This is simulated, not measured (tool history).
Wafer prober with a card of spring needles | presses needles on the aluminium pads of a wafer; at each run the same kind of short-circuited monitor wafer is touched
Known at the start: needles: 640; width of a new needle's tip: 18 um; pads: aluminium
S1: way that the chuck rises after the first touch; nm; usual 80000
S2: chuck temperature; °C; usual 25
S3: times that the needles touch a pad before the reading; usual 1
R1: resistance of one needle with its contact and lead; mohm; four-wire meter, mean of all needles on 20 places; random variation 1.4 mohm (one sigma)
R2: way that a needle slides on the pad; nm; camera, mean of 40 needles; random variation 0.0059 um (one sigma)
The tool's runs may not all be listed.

{"run": 1, "hour": 0.0, "S1": 80000, "S2": 25, "S3": 1, "R1": 132, "R2": 10451}
{"run": 2, "hour": 72.0, "S1": 80000, "S2": 116, "S3": 1, "R1": 148, "R2": 10447}
{"run": 3, "hour": 105.3, "S1": 80000, "S2": 115, "S3": 1, "R1": 146, "R2": 10448}
{"run": 4, "hour": 179.8, "S1": 80000, "S2": 115, "S3": 1, "R1": 146, "R2": 10434}
{"run": 5, "hour": 221.1, "S1": 80000, "S2": 115, "S3": 1, "R1": 146, "R2": 10448}
{"run": 6, "hour": 297.1, "S1": 80000, "S2": 115, "S3": 1, "R1": 146, "R2": 10453}
{"run": 7, "hour": 374.2, "S1": 64000, "S2": 112, "S3": 1, "R1": 151, "R2": 8353}
{"run": 8, "hour": 418.7, "S1": 64000, "S2": 112, "S3": 1, "R1": 151, "R2": 8365}
{"run": 9, "hour": 455.3, "S1": 64000, "S2": 112, "S3": 1, "R1": 151, "R2": 8348}
{"run": 10, "hour": 497.0, "S1": 64000, "S2": 112, "S3": 1, "R1": 154, "R2": 8359}
{"run": 11, "hour": 562.2, "S1": 64000, "S2": 112, "S3": 1, "R1": 152, "R2": 8356}

Taken out of this log: 18 entries between the listed runs. Where each belongs, and how the hidden state differs across it:
Between runs 1 and 2: tips cleaned on abrasive film (hour 31.2); tips cleaned on abrasive film (hour 64.5)
  no hidden state differs between the two runs
Between runs 2 and 3: tips cleaned on abrasive film (hour 98.5)
  no hidden state differs between the two runs
Between runs 3 and 4: tips cleaned on abrasive film (hour 133.9); height of the first contact set anew (hour 159.6); tips cleaned on abrasive film (hour 166.5)
  no hidden state differs between the two runs
Between runs 4 and 5: tips cleaned on abrasive film (hour 200.5)
  debris on the tips, nm: 0.1 -> 0.2
Between runs 5 and 6: tips cleaned on abrasive film (hour 234.7); tips cleaned on abrasive film (hour 267.4)
  no hidden state differs between the two runs
Between runs 6 and 7: tips cleaned on abrasive film (hour 301.8); tips cleaned on abrasive film (hour 335.1); tips cleaned on abrasive film (hour 368.4)
  debris on the tips, nm: 0.2 -> 0.1
Between runs 7 and 8: tips cleaned on abrasive film (hour 404.6)
  no hidden state differs between the two runs
Between runs 8 and 9: tips cleaned on abrasive film (hour 437.4)
  debris on the tips, nm: 0.1 -> 0.2
Between runs 9 and 10: tips cleaned on abrasive film (hour 473.7)
  no hidden state differs between the two runs
Between runs 10 and 11: tips cleaned on abrasive film (hour 507.8); height of the first contact set anew (hour 531.5); tips cleaned on abrasive film (hour 544.2)
  no hidden state differs between the two runs

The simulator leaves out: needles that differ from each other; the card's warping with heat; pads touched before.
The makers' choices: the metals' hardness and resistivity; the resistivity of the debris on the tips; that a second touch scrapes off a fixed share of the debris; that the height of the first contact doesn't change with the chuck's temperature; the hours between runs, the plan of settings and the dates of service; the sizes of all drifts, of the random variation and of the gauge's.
